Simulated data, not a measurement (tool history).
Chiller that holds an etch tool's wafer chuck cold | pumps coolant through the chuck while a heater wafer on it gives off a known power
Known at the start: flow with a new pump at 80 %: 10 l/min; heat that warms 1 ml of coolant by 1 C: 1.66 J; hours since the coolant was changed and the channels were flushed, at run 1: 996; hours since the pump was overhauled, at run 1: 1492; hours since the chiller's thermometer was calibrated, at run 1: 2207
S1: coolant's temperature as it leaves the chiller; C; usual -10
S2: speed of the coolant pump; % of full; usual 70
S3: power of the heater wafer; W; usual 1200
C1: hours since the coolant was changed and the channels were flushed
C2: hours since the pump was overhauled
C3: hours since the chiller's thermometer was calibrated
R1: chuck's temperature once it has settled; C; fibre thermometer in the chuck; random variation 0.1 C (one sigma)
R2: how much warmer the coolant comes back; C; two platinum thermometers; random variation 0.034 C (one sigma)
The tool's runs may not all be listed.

run 1 hour=0 | S1=-10 S2=70 S3=1200 | C1=996 C2=1492 C3=2207 | R1=3.3 R2=4.97
run 2 hour=54.9 | S1=-10 S2=96 S3=1200 | C1=1051 C2=1547 C3=2262 | R1=0.9 R2=3.58
run 3 hour=92.8 | S1=-10 S2=70 S3=1200 | C1=1089 C2=1585 C3=2300 | R1=3.2 R2=4.97
run 4 hour=127 | S1=-10 S2=70 S3=1200 | C1=1123 C2=1619 C3=2334 | R1=3.1 R2=4.94
run 5 hour=167.9 | S1=-10 S2=70 S3=1200 | C1=1164 C2=1660 C3=2375 | R1=3.4 R2=4.96
-- hour=189.7 chiller's thermometer calibrated
run 6 hour=223.8 | S1=-10 S2=70 S3=1200 | C1=1219 C2=1715 C3=34 | R1=3.3 R2=4.96
run 7 hour=271.7 | S1=0 S2=70 S3=1200 | C1=1267 C2=1763 C3=82 | R1=13 R2=5.02
run 8 hour=316.8 | S1=0 S2=70 S3=1200 | C1=1312 C2=1808 C3=127 | R1=13.2 R2=4.92
run 9 hour=357.4 | S1=0 S2=70 S3=1200 | C1=1353 C2=1848 C3=168 | R1=13.3 R2=4.9
run 10 hour=401.4 | S1=0 S2=70 S3=1200 | C1=1397 C2=1892 C3=212 | R1=13.4 R2=5.01
run 11 hour=463.2 | S1=0 S2=70 S3=1200 | C1=1459 C2=1954 C3=274 | R1=13.1 R2=4.96
run 12 hour=508 | S1=0 S2=70 S3=1200 | C1=1503 C2=1999 C3=318 | R1=13.1 R2=4.97
run 13 hour=550.7 | S1=0 S2=70 S3=1200 | C1=1546 C2=2042 C3=361 | R1=13.3 R2=5.01
run 14 hour=589.8 | S1=0 S2=70 S3=1200 | C1=1585 C2=2081 C3=400 | R1=13.1 R2=4.95
run 15 hour=645.7 | S1=-10 S2=70 S3=1200 | C1=1641 C2=2137 C3=456 | R1=3 R2=4.99
run 16 hour=683.1 | S1=-10 S2=70 S3=1200 | C1=1679 C2=2174 C3=493 | R1=3.3 R2=5.03
run 17 hour=717.5 | S1=-14 S2=94 S3=1693 | C1=1713 C2=2208 C3=528 | R1=1.5 R2=5.2
run 18 hour=747.7 | S1=-10 S2=70 S3=1606 | C1=1743 C2=2239 C3=558 | R1=7.6 R2=6.64
run 19 hour=789.2 | S1=-4 S2=99 S3=1106 | C1=1785 C2=2280 C3=600 | R1=6 R2=3.2
run 20 hour=824.6 | S1=-4 S2=99 S3=1106 | C1=1820 C2=2315 C3=635 | R1=6 R2=3.28
run 21 hour=884.8 | S1=-1 S2=60 S3=1238 | C1=1880 C2=2376 C3=695 | R1=13.9 R2=6.05
run 22 hour=922.1 | S1=0 S2=66 S3=1494 | C1=1917 C2=2413 C3=732 | R1=17 R2=6.56
run 23 hour=979.1 | S1=-10 S2=70 S3=814 | C1=1975 C2=2470 C3=789 | R1=-1.2 R2=3.38
run 24 hour=1014.9 | S1=-10 S2=60 S3=1041 | C1=2010 C2=2506 C3=825 | R1=2.6 R2=5.06
run 25 hour=1078.3 | S1=-17 S2=70 S3=704 | C1=2074 C2=2569 C3=889 | R1=-9.4 R2=2.87
run 26 hour=1114.8 | S1=-10 S2=93 S3=1461 | C1=2110 C2=2606 C3=925 | R1=3.7 R2=4.57
run 27 hour=1172.4 | S1=-10 S2=93 S3=1461 | C1=2168 C2=2663 C3=983 | R1=3.5 R2=4.58
run 28 hour=1216.4 | S1=-15 S2=89 S3=800 | C1=2212 C2=2707 C3=1027 | R1=-7.5 R2=2.61
run 29 hour=1254.9 | S1=-11 S2=70 S3=1701 | C1=2250 C2=2746 C3=1065 | R1=7.9 R2=7.02
run 30 hour=1281.6 | S1=-11 S2=70 S3=611 | C1=2277 C2=2773 C3=1092 | R1=-4.3 R2=2.57
run 31 hour=1332.8 | S1=-11 S2=70 S3=611 | C1=2328 C2=2824 C3=1143 | R1=-4.4 R2=2.52
run 32 hour=1383.4 | S1=-10 S2=70 S3=1465 | C1=2379 C2=2874 C3=1194 | R1=6.1 R2=6.1

4 ways to go on from here, each from the tool as it stands after run 32. What would each give?
run A hour=1412.3 | S1=-3 S2=95 S3=1441 | C1=2408 C2=2903 C3=1223 | R1=? R2=?
run B hour=1412.3 | S1=-17 S2=70 S3=1200 | C1=2408 C2=2903 C3=1223 | R1=? R2=?
run C hour=1412.3 | S1=-13 S2=70 S3=709 | C1=2408 C2=2903 C3=1223 | R1=? R2=?
run D hour=1412.3 | S1=-8 S2=70 S3=1200 | C1=2408 C2=2903 C3=1223 | R1=? R2=?

run=A R1=10.2 R2=4.38
run=B R1=-3.7 R2=4.91
run=C R1=-5.2 R2=2.96
run=D R1=5.3 R2=5
Without the tool's hidden state the same runs would have given:
run=A R1=10.2 R2=4.37
run=B R1=-3.8 R2=4.9
run=C R1=-5.2 R2=2.96
run=D R1=5.2 R2=4.99
